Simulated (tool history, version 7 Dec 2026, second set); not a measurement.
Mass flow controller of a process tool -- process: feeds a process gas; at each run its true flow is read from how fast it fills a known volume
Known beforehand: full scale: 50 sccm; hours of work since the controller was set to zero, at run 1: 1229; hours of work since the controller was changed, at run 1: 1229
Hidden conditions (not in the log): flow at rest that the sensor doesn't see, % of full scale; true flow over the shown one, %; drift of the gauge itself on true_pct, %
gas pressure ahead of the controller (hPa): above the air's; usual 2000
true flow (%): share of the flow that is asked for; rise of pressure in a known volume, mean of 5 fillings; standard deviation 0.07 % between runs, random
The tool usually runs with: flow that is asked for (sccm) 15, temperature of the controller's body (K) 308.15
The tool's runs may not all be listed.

| run | hour | flow that is asked for (sccm) | gas pressure ahead of the controller (hPa) | temperature of the controller's body (K) | hours of work since the controller was set to zero | hours of work since the controller was changed | true flow (%) |
|---|---|---|---|---|---|---|---|
| 1 | 0.0 | 15 | 2000 | 308.15 | 1229 | 1229 | 97.78 |
| 2 | 97.3 | 15 | 2000 | 305.15 | 1258 | 1258 | 98.12 |
| 3 | 194.1 | 15 | 2750 | 308.15 | 1288 | 1288 | 97.59 |
| 4 | 330.0 | 15 | 2750 | 308.15 | 1328 | 1328 | 97.58 |
| 5 | 393.9 | 15 | 2750 | 308.15 | 1348 | 1348 | 97.45 |
| 6 | 464.7 | 28 | 2750 | 308.15 | 1369 | 1369 | 98.06 |
| 7 | 530.2 | 33 | 2750 | 308.15 | 1389 | 1389 | 98.18 |
| 8 | 600.1 | 33 | 2750 | 308.15 | 1410 | 1410 | 98.40 |
| 9 | 735.0 | 15 | 2000 | 312.15 | 1450 | 1450 | 97.75 |
| 10 | 842.0 | 15 | 2000 | 312.15 | 1482 | 1482 | 97.82 |
| 11 | 918.2 | 15 | 2000 | 312.15 | 1505 | 1505 | 97.94 |
| 12 | 1058.4 | 15 | 2120 | 308.15 | 1548 | 1548 | 98.24 |
| 13 | 1133.6 | 18 | 2000 | 308.15 | 1570 | 1570 | 98.46 |
| 14 | 1231.7 | 18 | 2000 | 308.15 | 1600 | 1600 | 98.58 |
| 15 | 1328.3 | 18 | 2320 | 308.15 | 1629 | 1629 | 98.57 |
| 16 | 1459.6 | 5 | 2000 | 308.15 | 1668 | 1668 | 98.26 |
| 17 | 1565.2 | 5 | 2000 | 308.15 | 1700 | 1700 | 98.23 |
| 18 | 1638.2 | 15 | 1730 | 308.15 | 1722 | 1722 | 98.89 |
| 19 | 1712.5 | 15 | 1730 | 308.15 | 1744 | 1744 | 98.89 |
| 20 | 1819.2 | 15 | 1730 | 308.15 | 1776 | 1776 | 98.82 |
| 21 | 1953.5 | 15 | 2080 | 308.15 | 1817 | 1817 | 98.77 |
| 22 | 2094.3 | 15 | 2080 | 308.15 | 1859 | 1859 | 98.88 |
|  | 2105.1 | gauge calibrated |
| 23 | 2167.3 | 15 | 2670 | 308.15 | 1881 | 1881 | 97.53 |
| 24 | 2292.3 | 15 | 2670 | 308.15 | 1919 | 1919 | 97.42 |
| 25 | 2375.7 | 15 | 2670 | 302.15 | 1944 | 1944 | 98.02 |
| 26 | 2503.6 | 15 | 2670 | 302.15 | 1982 | 1982 | 98.15 |
| 27 | 2578.6 | 28 | 2280 | 294.15 | 2005 | 2005 | 99.57 |
| 28 | 2708.6 | 25 | 2590 | 294.15 | 2044 | 2044 | 99.40 |
| 29 | 2806.6 | 35 | 1980 | 293.15 | 2073 | 2073 | 100.15 |
| 30 | 2866.5 | 35 | 1980 | 293.15 | 2091 | 2091 | 100.30 |
| 31 | 2933.8 | 15 | 2000 | 300.15 | 2111 | 2111 | 98.87 |
| 32 | 3023.7 | 31 | 2000 | 298.15 | 2139 | 2139 | 99.84 |
| 33 | 3146.1 | 18 | 1970 | 308.15 | 2175 | 2175 | 98.52 |
| 34 | 3274.8 | 7 | 2000 | 307.15 | 2214 | 2214 | 98.24 |
| 35 | 3373.4 | 7 | 2000 | 307.15 | 2244 | 2244 | 98.24 |
| 36 | 3486.8 | 7 | 2270 | 308.15 | 2278 | 2278 | 98.08 |
| 37 | 3575.2 | 8 | 1910 | 308.15 | 2304 | 2304 | 98.25 |
|  | 3612.8 | gauge calibrated |
| 38 | 3673.4 | 7 | 1910 | 296.15 | 2334 | 2334 | 98.53 |
| 39 | 3792.7 | 25 | 2780 | 309.15 | 2370 | 2370 | 97.80 |
| 40 | 3877.3 | 15 | 1420 | 299.15 | 2395 | 2395 | 99.13 |
| 41 | 3986.4 | 15 | 1420 | 299.15 | 2428 | 2428 | 98.93 |
| 42 | 4088.9 | 15 | 1420 | 299.15 | 2459 | 2459 | 99.17 |
| 43 | 4156.1 | 15 | 1420 | 299.15 | 2479 | 2479 | 99.15 |
| 44 | 4268.6 | 13 | 1500 | 308.15 | 2513 | 2513 | 98.36 |
| 45 | 4358.5 | 13 | 2720 | 302.15 | 2540 | 2540 | 98.32 |
| 46 | 4440.6 | 10 | 2720 | 312.15 | 2565 | 2565 | 97.28 |
| 47 | 4506.2 | 10 | 2720 | 312.15 | 2584 | 2584 | 97.27 |
| 48 | 4574.8 | 6 | 1820 | 294.15 | 2605 | 2605 | 99.23 |

What if the next run were any one of these 4? Each begins from the tool's condition after run 48:
| A | 4693.4 | 6 | 2080 | 294.15 | 2641 | 2641 | ? |
| B | 4693.4 | 15 | 1830 | 308.15 | 2641 | 2641 | ? |
| C | 4693.4 | 22 | 1450 | 298.15 | 2641 | 2641 | ? |
| D | 4693.4 | 16 | 1820 | 294.15 | 2641 | 2641 | ? |

| run | true flow (%) |
|---|---|
| A | 99.31 |
| B | 98.47 |
| C | 99.84 |
| D | 99.84 |
The same runs, with their run-to-run variation unchanged, on a tool lacking any hidden condition would have given:
| run | true flow (%) |
|---|---|
| A | 98.66 |
| B | 97.84 |
| C | 99.20 |
| D | 99.20 |
